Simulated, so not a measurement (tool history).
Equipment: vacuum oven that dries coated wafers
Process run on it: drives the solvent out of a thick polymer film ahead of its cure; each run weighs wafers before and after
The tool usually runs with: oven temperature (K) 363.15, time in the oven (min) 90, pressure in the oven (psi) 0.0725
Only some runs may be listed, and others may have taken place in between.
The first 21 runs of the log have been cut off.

run   hour  oven temperature (K)  time in the oven (min)  pressure in the oven (psi)  hours of work since the thermocouples were calibrated  hours of work since the vacuum gauge was cleaned of residue  solvent left in the film (%)
 22  234.7                363.15                      90                      0.0725                                                     33                                                          564                          2.19
 23  244.6                363.15                     126                      0.0725                                                     41                                                          571                          1.14
 24  253.6                353.15                     126                      0.1004                                                     47                                                          578                          3.77
 25  267.4                353.15                     126                      0.1004                                                     58                                                          588                          3.79
 26  275.3                375.15                     121                      0.0747                                                     64                                                          594                          0.31
 27  289.2                375.15                      91                      0.1507                                                     74                                                          605                          0.64
 28  303.4                375.15                      83                      0.0406                                                     85                                                          615                           0.5
 29  311.4                366.15                      62                      0.0725                                                     91                                                          621                          3.14
 30  322.6                366.15                      62                      0.0725                                                     99                                                          630                          3.07
 31  336.5                364.15                     160                      0.1627                                                    109                                                          640                          0.97
 32  345.4                375.15                      73                      0.0982                                                    116                                                          647                          0.86
 33  352.5                363.15                     110                      0.0725                                                    121                                                          652                          1.45
 34    359                363.15                      48                      0.0541                                                    126                                                          657                          5.63
 35  370.2                373.15                     159                      0.2387                                                    134                                                          665                          0.76
 36  378.1                363.15                      87                      0.1739                                                    140                                                          671                          2.72
 37  385.8                365.15                     107                      0.0725                                                    146                                                          677                          1.22
 38  397.8                365.15                     107                      0.0725                                                    155                                                          686                          1.22
 39  411.1                363.15                      88                      0.0725                                                    165                                                          696                          2.25
 40  422.4                378.15                     122                      0.1656                                                    173                                                          704                          0.44
 41  429.3                363.15                     145                      0.0557                                                    178                                                          709                          0.75
 42  441.4                363.15                     145                      0.0557                                                    188                                                          718                          0.82
 43  457.1                363.15                     148                      0.0725                                                    199                                                          730                          0.82
 44  472.9                363.15                     111                      0.1201                                                    211                                                          742                          1.64
 45  482.4                376.15                      75                      0.1376                                                    218                                                          749                          0.76
 46  493.2                376.15                      75                      0.1376                                                    226                                                          757                          0.73

Forecast each of these 4 alternatives for the next run:
  A  507.5                363.15                      95                      0.0396                                                    237                                                          767                             ?
  B  507.5                376.15                      81                      0.0458                                                    237                                                          767                             ?
  C  507.5                363.15                      90                      0.0484                                                    237                                                          767                             ?
  D  507.5                373.15                      75                      0.1376                                                    237                                                          767                             ?

run  solvent left in the film (%)
  A                          1.88
  B                          0.42
  C                           2.1
  D                          1.08
With no hidden state in the tool, these same runs would have given:
run  solvent left in the film (%)
  A                          1.72
  B                          0.33
  C                          1.94
  D                          0.97
